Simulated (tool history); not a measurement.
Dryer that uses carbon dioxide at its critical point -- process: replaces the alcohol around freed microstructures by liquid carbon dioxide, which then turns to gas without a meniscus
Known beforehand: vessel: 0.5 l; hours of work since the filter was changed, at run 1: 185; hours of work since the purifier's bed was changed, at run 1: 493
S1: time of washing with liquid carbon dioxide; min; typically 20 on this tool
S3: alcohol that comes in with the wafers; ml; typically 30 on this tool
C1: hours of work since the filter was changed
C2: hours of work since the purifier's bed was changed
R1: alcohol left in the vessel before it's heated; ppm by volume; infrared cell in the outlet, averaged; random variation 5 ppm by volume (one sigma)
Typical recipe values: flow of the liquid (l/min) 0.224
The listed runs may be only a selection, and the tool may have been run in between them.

Run 1, hour 0: usual settings; C1 185; C2 493. Result: R1 230 ppm by volume.
Run 2, hour 32.4: usual settings; C1 208; C2 516. Result: R1 232 ppm by volume.
Run 3, hour 64.2: usual settings but S1 21 min; C1 230; C2 538. Result: R1 238 ppm by volume.
Run 4, hour 103.6: usual settings but S3 64 ml; C1 258; C2 565. Result: R1 303 ppm by volume.
Run 5, hour 130.3: usual settings but S3 64 ml; C1 277; C2 584. Result: R1 307 ppm by volume.
At hour 151.4: purifier's bed changed.
Run 6, hour 167.1: usual settings but flow of the liquid (l/min) 0.333; C1 300; C2 11. Result: R1 19 ppm by volume.
Run 7, hour 184.3: usual settings but S3 112 ml; C1 312; C2 23. Result: R1 164 ppm by volume.
Run 8, hour 221.4: usual settings but S3 112 ml; C1 338; C2 49. Result: R1 195 ppm by volume.
Run 9, hour 243.9: usual settings but S1 12 min; C1 354; C2 65. Result: R1 824 ppm by volume.
Run 10, hour 280.9: usual settings; C1 380; C2 91. Result: R1 85 ppm by volume.
Run 11, hour 303.1: usual settings; C1 395; C2 106. Result: R1 88 ppm by volume.
Run 12, hour 320.3: usual settings; C1 408; C2 118. Result: R1 103 ppm by volume.
Run 13, hour 339.5: usual settings but S1 14 min; C1 421; C2 132. Result: R1 451 ppm by volume.
Run 14, hour 369.4: usual settings but flow of the liquid (l/min) 0.289; C1 442; C2 153. Result: R1 67 ppm by volume.
At hour 402.8: inlet filter changed.
Run 15, hour 405.8: usual settings but flow of the liquid (l/min) 0.289; C1 2; C2 178. Result: R1 78 ppm by volume.
Run 16, hour 442.3: usual settings; C1 28; C2 203. Result: R1 115 ppm by volume.
Run 17, hour 474.6: usual settings; C1 50; C2 226. Result: R1 125 ppm by volume.
Run 18, hour 496.1: usual settings; C1 65; C2 241. Result: R1 134 ppm by volume.
Run 19, hour 523: usual settings but flow of the liquid (l/min) 0.159; C1 84; C2 260. Result: R1 382 ppm by volume.
Run 20, hour 540.6: usual settings but flow of the liquid (l/min) 0.153; C1 96; C2 272. Result: R1 449 ppm by volume.
Run 21, hour 581: usual settings but flow of the liquid (l/min) 0.153; C1 125; C2 300. Result: R1 462 ppm by volume.
Run 22, hour 607.7: usual settings but S1 25 min, flow of the liquid (l/min) 0.2; C1 144; C2 319. Result: R1 138 ppm by volume.
Run 23, hour 628.8: usual settings but S1 25 min, flow of the liquid (l/min) 0.152, S3 106 ml; C1 158; C2 334. Result: R1 493 ppm by volume.
Run 24, hour 654.1: usual settings but S1 19 min, S3 49 ml; C1 176; C2 351. Result: R1 226 ppm by volume.
Run 25, hour 680.4: usual settings but S1 15 min, flow of the liquid (l/min) 0.159, S3 24 ml; C1 194; C2 370. Result: R1 1033 ppm by volume.
Run 26, hour 706.6: usual settings but S1 13 min, flow of the liquid (l/min) 0.159, S3 82 ml; C1 213; C2 388. Result: R1 5266 ppm by volume.
Run 27, hour 727.9: usual settings but flow of the liquid (l/min) 0.166, S3 76 ml; C1 228; C2 403. Result: R1 768 ppm by volume.
Run 28, hour 755.3: usual settings but S1 17 min, flow of the liquid (l/min) 0.324, S3 26 ml; C1 247; C2 422. Result: R1 168 ppm by volume.
Run 29, hour 790.7: usual settings but S1 17 min, flow of the liquid (l/min) 0.299, S3 59 ml; C1 272; C2 447. Result: R1 205 ppm by volume.
Run 30, hour 829.2: usual settings but S1 17 min, flow of the liquid (l/min) 0.344, S3 72 ml; C1 299; C2 474. Result: R1 190 ppm by volume.
Run 31, hour 869.1: usual settings but S1 30 min, S3 27 ml; C1 327; C2 502. Result: R1 191 ppm by volume.
Run 32, hour 904.4: usual settings but S3 21 ml; C1 351; C2 527. Result: R1 241 ppm by volume.
Run 33, hour 940.6: usual settings but S1 21 min, flow of the liquid (l/min) 0.149, S3 52 ml; C1 377; C2 552. Result: R1 851 ppm by volume.
Run 34, hour 975.8: usual settings but S1 17 min, flow of the liquid (l/min) 0.309, S3 45 ml; C1 401; C2 577. Result: R1 247 ppm by volume.
Run 35, hour 999.7: usual settings but S3 44 ml; C1 418; C2 594. Result: R1 293 ppm by volume.
At hour 1009: purifier's bed changed.
Run 36, hour 1037.4: usual settings but flow of the liquid (l/min) 0.351, S3 89 ml; C1 442; C2 20. Result: R1 19 ppm by volume.
At hour 1070: inlet filter changed.
Run 37, hour 1076.7: usual settings but S1 15 min, flow of the liquid (l/min) 0.273, S3 22 ml; C1 5; C2 47. Result: R1 71 ppm by volume.
Run 38, hour 1093.4: usual settings but S1 15 min, flow of the liquid (l/min) 0.273, S3 22 ml; C1 16; C2 58. Result: R1 78 ppm by volume.
Run 39, hour 1132.6: usual settings but S1 13 min, flow of the liquid (l/min) 0.17, S3 90 ml; C1 44; C2 86. Result: R1 4202 ppm by volume.

Difference, measured minus no-hidden-state, one row per run. Run-to-run variation is common to both terms; the gauge's own scatter need not be:
The hidden state here: flow that reaches the vessel past the clogged filter, %; alcohol in the recycled carbon dioxide, ppm; drift of the gauge itself on alcohol_ppm, %.
run    R1
  1  +194
  2  +199
  3  +211
  4  +238
  5  +242
  6    +5
  7   +56
  8   +74
  9  +197
 10   +49
 11   +55
 12   +61
 13  +163
 14   +59
 15   +66
 16   +78
 17   +87
 18   +92
 19  +122
 20  +133
 21  +149
 22  +120
 23  +185
 24  +146
 25  +247
 26  +744
 27  +265
 28  +159
 29  +179
 30  +181
 31  +190
 32  +211
 33  +378
 34  +227
 35  +244
 36   +10
 37   +19
 38   +24
 39  +156

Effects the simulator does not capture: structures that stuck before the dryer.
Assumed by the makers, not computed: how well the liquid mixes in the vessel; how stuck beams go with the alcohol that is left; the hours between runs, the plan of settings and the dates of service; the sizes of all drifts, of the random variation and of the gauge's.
